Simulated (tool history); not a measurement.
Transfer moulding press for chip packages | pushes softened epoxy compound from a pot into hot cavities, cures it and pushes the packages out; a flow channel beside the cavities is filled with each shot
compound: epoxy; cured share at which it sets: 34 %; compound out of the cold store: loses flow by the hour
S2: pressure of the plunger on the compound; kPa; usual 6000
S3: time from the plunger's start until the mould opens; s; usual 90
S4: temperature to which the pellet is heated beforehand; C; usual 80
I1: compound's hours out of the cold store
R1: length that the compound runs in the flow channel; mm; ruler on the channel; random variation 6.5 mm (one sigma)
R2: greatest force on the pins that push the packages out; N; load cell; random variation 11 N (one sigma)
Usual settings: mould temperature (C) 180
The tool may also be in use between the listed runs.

Run 1, day 0.000: usual settings; I1 14.5. Result: R1 762 mm, R2 631 N.
Run 2, day 0.492: usual settings; I1 44.8. Result: R1 665 mm, R2 660 N.
Run 3, day 1.017: usual settings but S2 4950 kPa; I1 32.1. Result: R1 638 mm, R2 761 N.
Run 4, day 1.538: usual settings; I1 8.3. Result: R1 790 mm, R2 847 N.
At day 1.662: cavities cleaned with cleaning compound and waxed.
Run 5, day 2.433: usual settings; I1 46.8. Result: R1 655 mm, R2 657 N.
Run 6, day 3.275: usual settings; I1 43.7. Result: R1 670 mm, R2 768 N.
At day 3.558: cavities cleaned with cleaning compound and waxed.
Run 7, day 3.850: usual settings; I1 40.3. Result: R1 674 mm, R2 597 N.
Run 8, day 4.662: usual settings; I1 43.1. Result: R1 652 mm, R2 717 N.
At day 5.496: cavities cleaned with cleaning compound and waxed.
Run 9, day 5.538: usual settings; I1 34.2. Result: R1 685 mm, R2 569 N.
Run 10, day 6.200: usual settings; I1 29.9. Result: R1 705 mm, R2 689 N.
Run 11, day 6.821: usual settings; I1 8.1. Result: R1 760 mm, R2 818 N.
At day 7.375: cavities cleaned with cleaning compound and waxed.
Run 12, day 7.558: usual settings; I1 20.0. Result: R1 722 mm, R2 606 N.
Run 13, day 8.350: usual settings but mould temperature (C) 187, S2 4860 kPa; I1 39.1. Result: R1 579 mm, R2 566 N.
At day 8.579: plunger's sealing rings changed.
Run 14, day 9.108: usual settings but S2 5220 kPa; I1 27.8. Result: R1 705 mm, R2 814 N.
At day 9.388: cavities cleaned with cleaning compound and waxed.
Run 15, day 9.704: usual settings but mould temperature (C) 179, S2 7000 kPa, S3 74 s, S4 72 C; I1 35.8. Result: R1 790 mm, R2 1006 N.
Run 16, day 10.371: usual settings but mould temperature (C) 179, S2 7000 kPa, S3 74 s, S4 72 C; I1 38.3. Result: R1 771 mm, R2 1144 N.
Run 17, day 10.750: usual settings but mould temperature (C) 179, S2 7000 kPa, S3 74 s, S4 72 C; I1 39.3. Result: R1 764 mm, R2 1188 N.
Run 18, day 11.133: usual settings but S3 101 s; I1 37.4. Result: R1 716 mm, R2 690 N.
At day 11.258: cavities cleaned with cleaning compound and waxed.
Run 19, day 12.058: usual settings but S2 7160 kPa, S3 74 s; I1 20.1. Result: R1 833 mm, R2 1051 N.
Run 20, day 12.583: usual settings but S2 7160 kPa, S3 74 s; I1 21.5. Result: R1 822 mm, R2 1132 N.
Run 21, day 12.962: usual settings but mould temperature (C) 177, S3 95 s, S4 85 C; I1 37.8. Result: R1 713 mm, R2 852 N.
At day 13.142: cavities cleaned with cleaning compound and waxed.
Run 22, day 13.471: usual settings but S2 4750 kPa, S3 109 s; I1 9.8. Result: R1 713 mm, R2 501 N.
Run 23, day 13.900: usual settings but S2 6040 kPa, S4 83 C; I1 38.0. Result: R1 712 mm, R2 667 N.

3 ways to go on from here, each from the tool as it stands after run 23. What would each give?
Run A, day 14.688: usual settings but S3 94 s, S4 76 C; I1 14.8. Result: R1 ?, R2 ?.
Run B, day 14.688: usual settings but mould temperature (C) 187, S2 6040 kPa, S4 74 C; I1 31.2. Result: R1 ?, R2 ?.
Run C, day 14.688: usual settings but S2 6730 kPa, S4 83 C; I1 32.0. Result: R1 ?, R2 ?.

run   R1   R2
  A  772  764
  B  709  608
  C  765  773
Without the tool's hidden state the same runs would have given:
run   R1   R2
  A  793  523
  B  729  424
  C  785  530
